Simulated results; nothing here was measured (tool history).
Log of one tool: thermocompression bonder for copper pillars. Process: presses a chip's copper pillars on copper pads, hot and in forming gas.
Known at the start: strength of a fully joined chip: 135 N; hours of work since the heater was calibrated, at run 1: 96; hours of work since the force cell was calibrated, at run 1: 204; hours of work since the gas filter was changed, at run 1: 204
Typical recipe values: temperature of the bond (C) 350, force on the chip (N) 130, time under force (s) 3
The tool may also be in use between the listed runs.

run	hour	temperature of the bond (C)	force on the chip (N)	time under force (s)	hours of work since the heater was calibrated	hours of work since the force cell was calibrated	hours of work since the gas filter was changed	force that shears a chip off (N)
1	0.0	350	130	3	96	204	204	96.6
2	19.7	350	130	3	107	215	215	96.7
3	32.4	350	130	3	115	223	223	96.7
4	46.6	350	130	3	123	231	231	96.0
5	64.2	350	130	3	133	241	241	96.4
6	74.1	350	130	3	139	247	247	96.4
7	84.3	372	130	3	145	253	253	111.1
8	94.6	372	130	3	151	259	259	111.0
9	115.5	350	150	3	163	271	271	102.9
10	127.4	350	92	3	170	278	278	82.3
11	142.1	350	92	3	178	286	286	81.9
12	163.1	350	130	3	190	298	298	96.2
# hour 171.4: forming gas filter changed
13	181.6	350	130	3	201	309	6	98.2
14	193.8	350	130	3	208	316	13	98.7
15	206.9	350	130	2	215	323	20	88.5
16	225.1	350	130	2	226	334	31	89.0
17	240.0	350	130	2	234	342	40	88.7
# hour 243.3: heater calibrated with a thermocouple chip
18	252.7	350	130	3	5	348	46	99.7
19	266.5	350	130	3	13	356	54	99.9
20	278.6	350	130	3	20	363	61	99.9
21	299.7	350	130	3	33	376	73	99.6
22	321.7	350	137	3	45	388	86	101.3
23	338.2	350	137	3	55	398	95	101.4
24	352.7	375	110	3	63	406	103	109.5
# hour 356.6: heater calibrated with a thermocouple chip, once more
25	370.3	375	110	3	8	415	112	107.4
26	382.6	339	107	2	15	422	120	69.3
27	393.6	327	136	6	21	429	126	96.6
28	411.2	377	118	4	32	439	136	115.8
29	431.7	377	118	4	43	451	148	115.7
30	453.7	377	118	4	56	463	161	115.9
31	463.2	377	118	4	62	469	166	116.1
32	473.9	377	118	4	68	475	172	114.8
33	496.0	350	130	6	80	488	185	111.0
34	509.5	350	130	3	88	496	193	95.2
35	525.6	350	113	3	98	505	202	89.4
36	534.6	350	113	3	103	510	207	89.7
37	549.7	350	130	2	111	519	216	85.4
38	567.0	368	103	3	121	529	226	99.0
39	584.6	375	130	3	132	539	236	111.6
40	598.7	322	148	7	140	547	244	98.1

What differs in the tool's unlogged condition from the final listed run ahead of each entry between runs to the first listed run following it?
Run 12 -> run 13: forming gas filter changed (hour 171.4)
  true temperature of the bond over the reading, C: 2.8 -> 2.9; oxide that the forming gas leaves, % of the face: 2.78 -> 0.62
  what was measured, less what the result would be without the hidden state, force that shears a chip off (N): -0.9 -> +1.2
Run 17 -> run 18: heater calibrated with a thermocouple chip (hour 243.3)
  true temperature of the bond over the reading, C: 3.1 -> 5.1; oxide that the forming gas leaves, % of the face: 0.88 -> 0.92
  what was measured, less what the result would be without the hidden state, force that shears a chip off (N): +1.3 -> +2.5
Run 24 -> run 25: heater calibrated with a thermocouple chip, once more (hour 356.6)
  true temperature of the bond over the reading, C: 5.4 -> 0.8; oxide that the forming gas leaves, % of the face: 1.37 -> 1.43
  what was measured, less what the result would be without the hidden state, force that shears a chip off (N): +1.5 -> -1.4
